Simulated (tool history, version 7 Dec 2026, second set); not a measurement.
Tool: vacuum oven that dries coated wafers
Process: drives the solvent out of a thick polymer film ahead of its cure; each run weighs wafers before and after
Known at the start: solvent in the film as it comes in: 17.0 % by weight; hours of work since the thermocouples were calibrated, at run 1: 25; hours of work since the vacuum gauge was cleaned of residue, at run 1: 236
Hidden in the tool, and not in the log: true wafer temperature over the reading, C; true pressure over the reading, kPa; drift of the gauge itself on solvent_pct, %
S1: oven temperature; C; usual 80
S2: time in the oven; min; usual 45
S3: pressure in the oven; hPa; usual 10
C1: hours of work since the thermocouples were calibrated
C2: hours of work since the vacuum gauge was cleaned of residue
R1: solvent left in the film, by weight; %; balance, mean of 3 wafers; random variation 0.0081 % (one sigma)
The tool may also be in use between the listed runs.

run   hour  S1  S2    S3   C1   C2     R1
  1      0  80  45    10   25  236  2.029
  2    8.8  80  45  39.1   30  241  2.646
  3   19.8  80  37    10   36  247  2.773
  4   32.5  80  37    10   44  255  2.783
  5   44.3  80  45  35.4   50  261   2.58
  6   60.7  80  22    10   60  271  5.229
  7   68.6  80  22    10   64  275  5.231
  8     83  80  22    10   73  284  5.232
  9   95.3  80  45     6   80  291  1.918
 10  102.7  80  45     6   84  295  1.917
 11  109.6  80  45    10   88  299  2.009
 12  120.8  80  45    10   94  306      2
 13  137.5  80  45    10  104  315  2.007
 14  148.4  80  45    10  110  321  1.998
 15    162  80  45    10  118  329  1.997
 16  176.9  66  45    10  127  338  4.845
 17  193.6  80  45    10  136  347  1.995
 18    207  80  45    10  144  355  1.993
 19  219.5  80  45    10  151  362  1.994
 20  234.1  80  45    10  159  371  1.982
 21  243.1  80  45    10  165  376  1.977
 22  259.5  80  45    10  174  385   1.99
 23  269.6  80  62    10  180  391   1.05
 24  281.5  80  62    10  187  398  1.054
 25  291.2  72  45  14.5  192  404  3.587
 26  308.2  70  26    15  202  413  6.711
 27  319.9  70  26    15  209  420  6.671
 28    330  89  30    15  215  426  2.099
 29  339.3  68  45    10  220  431  4.355
 30  347.7  68  45    10  225  436  4.371
 31  356.2  88  45    10  230  441  0.949
 32    364  76  76    10  234  445  1.026
 33    374  77  36   9.8  240  451   3.42
 34  390.6  77  36   9.8  249  461  3.414
 35    399  73  37  32.2  254  465  4.705
 36  414.4  73  37  32.2  263  474  4.689
 37    429  80  80  11.8  272  483  0.664
 38  438.8  80  80  28.4  277  488   1.04
 39  455.5  80  79  37.2  287  498  1.264
 40    463  83  31    10  291  502  2.886
 41  473.8  75  74    10  297  509  1.177
 42  480.8  80  41   5.7  301  513  2.189
 43  487.9  80  41   5.7  305  517  2.189
 44  499.2  80  41   5.7  312  523  2.201
 45  513.8  85  47  11.7  320  532  1.178
 46  527.8  77  79    11  328  540  0.871
 47  535.1  77  79    11  333  544  0.875

Some steps in R1 between neighbouring runs. How much of each would the tool show without its hidden state too (settings, what came in, random variation), and how much is left for the hidden state, with any gauge scatter that isn't in both results?
Run 27 -> 28: S1 70 -> 89, S2 26 -> 30. R1 -4.572 %: hidden state -0.004, all else -4.568.
Run 30 -> 31: S1 68 -> 88. R1 -3.422 %: hidden state +0, all else -3.422.
Run 36 -> 37: S1 73 -> 80, S2 37 -> 80, S3 32.2 -> 11.8. R1 -4.025 %: hidden state +0.045, all else -4.07.
Run 39 -> 40: S1 80 -> 83, S2 79 -> 31, S3 37.2 -> 10. R1 +1.622 %: hidden state -0.047, all else +1.669.
Run 40 -> 41: S1 83 -> 75, S2 31 -> 74. R1 -1.709 %: hidden state +0.046, all else -1.755.
